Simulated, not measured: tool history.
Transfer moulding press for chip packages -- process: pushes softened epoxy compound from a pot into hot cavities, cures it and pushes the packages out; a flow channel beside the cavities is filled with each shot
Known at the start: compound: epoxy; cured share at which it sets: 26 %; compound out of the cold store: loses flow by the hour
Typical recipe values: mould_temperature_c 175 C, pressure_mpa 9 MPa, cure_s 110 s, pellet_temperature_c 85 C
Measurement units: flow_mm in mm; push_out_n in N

run    hour  mould_temperature_c  pressure_mpa  cure_s  pellet_temperature_c  incoming compound's hours out of the cold store  flow_mm  push_out_n
  1       0                  175             9     110                    85                                             36.8      605         378
       37.6  -- cavities cleaned with cleaning compound and waxed
       66.2  -- mould's thermocouples calibrated
  2    73.8                  175             9     110                    85                                             29.3      632         424
       98.8  -- cavities cleaned with cleaning compound and waxed
      122.2  -- plunger's sealing rings changed
  3   131.9                  175          8.68     110                    85                                             39.7      658         412
        159  -- cavities cleaned with cleaning compound and waxed
  4   180.1                  175          8.68     110                    85                                             20.4      731         386
      216.1  -- cavities cleaned with cleaning compound and waxed
  5   252.7                  175          8.68     110                    85                                             46.9      613         427
      273.1  -- cavities cleaned with cleaning compound and waxed
  6   301.3                  175          9.79     110                    85                                             40.5      668         409
      333.6  -- cavities cleaned with cleaning compound and waxed
  7   358.4                  175          9.79     110                    85                                             43.8      644         389
      391.8  -- cavities cleaned with cleaning compound and waxed
  8   391.8                  175             9     110                    85                                             23.9      706         321
      451.2  -- cavities cleaned with cleaning compound and waxed
  9   452.1                  175             9     110                    85                                             46.6      601         316
      508.6  -- cavities cleaned with cleaning compound and waxed
 10   516.9                  175             9     110                    85                                             25.9      680         336
      539.9  -- mould's thermocouples calibrated
      571.4  -- cavities cleaned with cleaning compound and waxed
 11   574.3                  175             9     110                    85                                             28.4      665         335
 12   611.6                  175             9     110                    85                                             29.1      649         431
      629.1  -- cavities cleaned with cleaning compound and waxed
      688.1  -- cavities cleaned with cleaning compound and waxed
 13   688.1                  175             9     110                    85                                             41.4      586         319
      745.8  -- cavities cleaned with cleaning compound and waxed
 14   749.3                  175             9      99                    85                                             41.8      576         384
      787.2  -- plunger's sealing rings changed
      806.5  -- cavities cleaned with cleaning compound and waxed
 15   826.8                  175          7.77     141                    85                                             24.2      682         342
      864.4  -- cavities cleaned with cleaning compound and waxed
 16   893.1                  173          8.18     141                    85                                             37.4      634         361
      924.2  -- cavities cleaned with cleaning compound and waxed
 17   959.5                  173          8.18     141                    85                                              9.3      768         383
      984.5  -- cavities cleaned with cleaning compound and waxed
     1011.3  -- mould's thermocouples calibrated
 18  1017.8                  181             9     110                    88                                             26.7      680         362
     1043.3  -- cavities cleaned with cleaning compound and waxed
 19  1089.5                  171          9.26     101                    85                                             32.4      686         668
     1100.4  -- cavities cleaned with cleaning compound and waxed
     1161.4  -- cavities cleaned with cleaning compound and waxed
 20  1169.6                  171          9.26     101                    85                                             44.4      619         485
     1221.7  -- cavities cleaned with cleaning compound and waxed
 21  1243.8                  177          9.26     148                    85                                             24.8      680         332
     1280.7  -- cavities cleaned with cleaning compound and waxed
 22  1312.7                  178          9.17     148                    85                                             47.6      573         350
     1337.8  -- cavities cleaned with cleaning compound and waxed
 23  1370.6                  178          9.17     148                    85                                             27.8      643         369
     1397.9  -- cavities cleaned with cleaning compound and waxed
 24  1433.2                  175          8.52     110                    77                                              8.2      702         457
     1453.2  -- plunger's sealing rings changed
     1460.7  -- cavities cleaned with cleaning compound and waxed
 25  1479.6                  175          8.52     126                    77                                             28.2      700         360
     1488.5  -- mould's thermocouples calibrated
       1521  -- cavities cleaned with cleaning compound and waxed
 26  1530.5                  171             9     110                    85                                             27.2      721         426

Selected run-to-run steps in flow_mm, each split into two signed amounts: the part the tool would show with no hidden state at all (from settings, incoming material and random variation), and the remainder, which goes to the hidden state together with any gauge scatter not common to the measured and the hidden-state-free results:
The hidden state here: true mould temperature over the reading, C; pressure that reaches the compound, % of what is set; grip of the stained cavities, % over clean ones'; drift of the gauge itself on flow_mm, %; drift of the gauge itself on push_out_n, %.
Run 2 -> 3: pressure_mpa 9 -> 8.68, cavities cleaned with cleaning compound and waxed, plunger's sealing rings changed. flow_mm +26 mm: hidden state +89, all else -63.
Run 4 -> 5: cavities cleaned with cleaning compound and waxed. flow_mm -118 mm: hidden state -7, all else -111.
Run 16 -> 17: cavities cleaned with cleaning compound and waxed. flow_mm +134 mm: hidden state -12, all else +146.
Run 24 -> 25: cure_s 110 -> 126, plunger's sealing rings changed, cavities cleaned with cleaning compound and waxed. flow_mm -2 mm: hidden state +93, all else -95.
